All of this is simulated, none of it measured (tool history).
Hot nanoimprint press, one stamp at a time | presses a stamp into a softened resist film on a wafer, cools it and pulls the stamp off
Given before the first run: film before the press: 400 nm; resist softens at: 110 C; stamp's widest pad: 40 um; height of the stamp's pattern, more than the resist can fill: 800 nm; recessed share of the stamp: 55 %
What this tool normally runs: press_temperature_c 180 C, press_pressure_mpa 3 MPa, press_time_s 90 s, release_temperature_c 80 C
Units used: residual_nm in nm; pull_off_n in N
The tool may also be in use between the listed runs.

run   hour  press_temperature_c  press_pressure_mpa  press_time_s  release_temperature_c  residual_nm  pull_off_n
  1      0                  180                   3            90                     80          188         216
  2   65.4                  180                   3            90                     80        188.4         216
  3  136.7                  180                   3            90                     80        187.3         214
  4  175.3                  180                   3            90                     80        188.1         218
  5  222.6                  180                3.42            90                     80        175.8         218
  6  279.7                  180                3.42            90                     80        175.4         216
  7  341.5                  180                3.42            90                     80        175.4         214
  8  385.5                  180                3.42            90                     80        175.4         217
  9    442                  183                3.42            90                     84        157.7         195
 10  472.1                  182                3.42            67                     66        180.6         298
 11  528.3                  185                4.09            57                     80        155.9         215
 12  604.7                  180                2.22            73                     80        232.9         215
 13  669.5                  187                   3            51                     80        179.5         216

Removed from this log: 5 entries logged between the listed runs. Between which two listed runs does each belong, and how does the tool's hidden state at the listed run before it compare with that at the listed run after it?
Logged between run 1 and run 2: stamp cleaned and given a new release coat (hour 12)
  true temperature over the reading, C: 0.02 -> 0.03; pressure that arrives at the usual setting, %: 99.84 -> 99.83; grip of the stamp's worn release coat, % over a new coat's: 0.5 -> 0.1
Logged between run 4 and run 5: press's hydraulic seals changed and the load cell set to zero (hour 207)
  pressure that arrives at the usual setting, %: 99.82 -> 99.98; grip of the stamp's worn release coat, % over a new coat's: 0.3 -> 0.4
Logged between run 5 and run 6: stamp cleaned and given a new release coat (hour 279.7)
  true temperature over the reading, C: 0.04 -> 0.05; grip of the stamp's worn release coat, % over a new coat's: 0.4 -> 0
Logged between run 8 and run 9: plate thermocouple calibrated (hour 398.9)
  true temperature over the reading, C: 0.06 -> 0.01; pressure that arrives at the usual setting, %: 99.96 -> 99.95; grip of the stamp's worn release coat, % over a new coat's: 0.2 -> 0.3
Logged between run 11 and run 12: stamp cleaned and given a new release coat (hour 541.9)
  pressure that arrives at the usual setting, %: 99.94 -> 99.93; grip of the stamp's worn release coat, % over a new coat's: 0.5 -> 0.1
